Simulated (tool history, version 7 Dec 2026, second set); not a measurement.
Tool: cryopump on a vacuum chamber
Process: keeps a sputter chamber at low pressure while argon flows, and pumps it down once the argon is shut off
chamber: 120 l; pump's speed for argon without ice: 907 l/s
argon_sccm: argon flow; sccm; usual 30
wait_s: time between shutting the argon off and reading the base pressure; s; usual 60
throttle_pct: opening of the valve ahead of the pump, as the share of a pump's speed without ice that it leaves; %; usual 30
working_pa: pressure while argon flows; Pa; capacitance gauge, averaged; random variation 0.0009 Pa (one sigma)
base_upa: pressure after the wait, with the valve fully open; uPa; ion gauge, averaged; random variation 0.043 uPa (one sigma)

| run | hour | argon_sccm | wait_s | throttle_pct | working_pa | base_upa |
|---|---|---|---|---|---|---|
| 1 | 0 | 30 | 60 | 30 | 0.1883 | 4.56 |
| 2 | 54.7 | 30 | 60 | 30 | 0.1896 | 4.69 |
| 3 | 94.4 | 30 | 60 | 30 | 0.1904 | 4.69 |
| 4 | 143.3 | 30 | 60 | 35 | 0.1645 | 4.92 |
| 5 | 188.2 | 18 | 60 | 30 | 0.1138 | 4.89 |
| 6 | 235.1 | 30 | 60 | 30 | 0.1911 | 5.12 |
| 7 | 263.7 | 29 | 60 | 30 | 0.1857 | 5.03 |
| 8 | 317.9 | 29 | 45 | 50 | 0.1125 | 5.81 |
| 9 | 368.4 | 57 | 67 | 27 | 0.4019 | 5.05 |
| 10 | 394.5 | 30 | 60 | 21 | 0.2709 | 5.2 |
| 11 | 451.9 | 36 | 60 | 21 | 0.3258 | 5.28 |
| 12 | 490.3 | 36 | 60 | 21 | 0.3241 | 5.37 |
| 13 | 533.4 | 36 | 60 | 21 | 0.3229 | 5.47 |

Forecast each of these 5 alternatives for the next run:
| A | 586.8 | 39 | 100 | 45 | ? | ? |
| B | 586.8 | 17 | 60 | 30 | ? | ? |
| C | 586.8 | 27 | 62 | 34 | ? | ? |
| D | 586.8 | 36 | 80 | 17 | ? | ? |
| E | 586.8 | 57 | 60 | 30 | ? | ? |

| run | working_pa | base_upa |
|---|---|---|
| A | 0.1697 | 4.76 |
| B | 0.1088 | 5.46 |
| C | 0.1547 | 5.46 |
| D | 0.4008 | 4.98 |
| E | 0.3657 | 5.64 |
Without the tool's hidden state the same runs would have given:
| run | working_pa | base_upa |
|---|---|---|
| A | 0.1621 | 1.64 |
| B | 0.1054 | 2.46 |
| C | 0.1493 | 2.41 |
| D | 0.3937 | 1.92 |
| E | 0.3545 | 2.54 |
